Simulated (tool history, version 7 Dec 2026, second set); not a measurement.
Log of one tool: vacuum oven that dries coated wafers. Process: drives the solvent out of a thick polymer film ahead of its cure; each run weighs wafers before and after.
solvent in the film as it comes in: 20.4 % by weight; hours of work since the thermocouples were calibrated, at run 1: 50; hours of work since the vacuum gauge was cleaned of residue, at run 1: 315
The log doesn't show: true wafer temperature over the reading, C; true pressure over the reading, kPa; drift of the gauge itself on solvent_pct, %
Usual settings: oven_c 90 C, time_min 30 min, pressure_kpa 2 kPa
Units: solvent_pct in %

run   hour  oven_c  time_min  pressure_kpa  hours of work since the thermocouples were calibrated  hours of work since the vacuum gauge was cleaned of residue  solvent_pct
  1      0      90        30             2                                                     50                                                          315         2.32
  2   26.5      90        30             2                                                     64                                                          329         2.36
  3   50.5      90        21             2                                                     77                                                          342         4.04
  4   66.7      90        21             2                                                     85                                                          350            4
  5   89.7     104        21             2                                                     97                                                          362         0.55
  6  118.5     104        21          3.31                                                    113                                                          377         0.82
  7    131     104        21          3.31                                                    119                                                          384         0.67
  8    158     104        21          1.77                                                    133                                                          398         0.46
  9    175      90        30             2                                                    142                                                          407          2.3
 10  193.4      90        30             2                                                    152                                                          417         2.28
 11    217      90        30             2                                                    164                                                          429          2.2
 12    230      90        45             2                                                    171                                                          436         1.13
 13  253.9      90        45             2                                                    184                                                          448         1.08
 14  272.5      90        30             2                                                    194                                                          458         2.28
 15  296.7      85        30             2                                                    206                                                          471         4.29
 16  309.4      90        30             2                                                    213                                                          478          2.3
 17  327.2      90        30             2                                                    222                                                          487         2.28
 18  342.8      90        30             2                                                    230                                                          495         2.37
 19  360.4      94        30             2                                                    240                                                          504         1.36
 20  380.1      94        30             2                                                    250                                                          515         1.33
 21  393.6      90        29             2                                                    257                                                          522         2.52
 22  410.4      90        34             2                                                    266                                                          531          1.9
 23  429.8      90        19          4.13                                                    276                                                          541         5.03
 24  446.4      90        16          3.35                                                    285                                                          550         5.78
 25  465.3      90        33          3.06                                                    295                                                          560         2.37
 26  487.7      83        31          3.62                                                    307                                                          571         5.42
 27    511      83        33             5                                                    319                                                          584         5.51
 28  538.4      93        24           5.1                                                    333                                                          598         2.89
 29  558.6      93        24           5.1                                                    344                                                          609         2.92
 30  576.3      93        24           5.1                                                    353                                                          618         2.97
 31  595.9     101        24             2                                                    364                                                          628         0.59
 32  615.4      77        31          4.06                                                    374                                                          639          8.5
 33  635.3      77        31          4.06                                                    384                                                          649         8.46
 34  663.2      77        31          4.06                                                    399                                                          664         8.42
 35  682.7      94        34          6.05                                                    409                                                          674          1.9
 36  701.5      94        34          6.05                                                    419                                                          684         1.94
 37  718.8      77        27          2.11                                                    428                                                          693         8.65
 38  732.9      77        27          2.11                                                    436                                                          700         8.71
 39  755.9      91        46          6.08                                                    448                                                          712         1.99
 40    769      98        30             2                                                    455                                                          719         0.69
 41  789.9      81        52          1.16                                                    466                                                          730         2.89
 42  806.6     102        32          2.71                                                    474                                                          739         0.51
 43  833.4     102        32          2.71                                                    488                                                          753         0.53
 44  860.8      80        49          3.43                                                    503                                                          768         4.29

Forecast each of these 5 alternatives for the next run:
  A  880.5      80        52          1.17                                                    513                                                          778            ?
  B  880.5      90        35             2                                                    513                                                          778            ?
  C  880.5      99        33          1.18                                                    513                                                          778            ?
  D  880.5      80        29          3.43                                                    513                                                          778            ?
  E  880.5      84        49          3.43                                                    513                                                          778            ?

run  solvent_pct
  A         3.16
  B         1.84
  C         0.36
  D         7.18
  E         2.71
Without the tool's hidden state the same runs would have given:
run  solvent_pct
  A          3.2
  B         1.86
  C         0.36
  D         7.23
  E         2.74
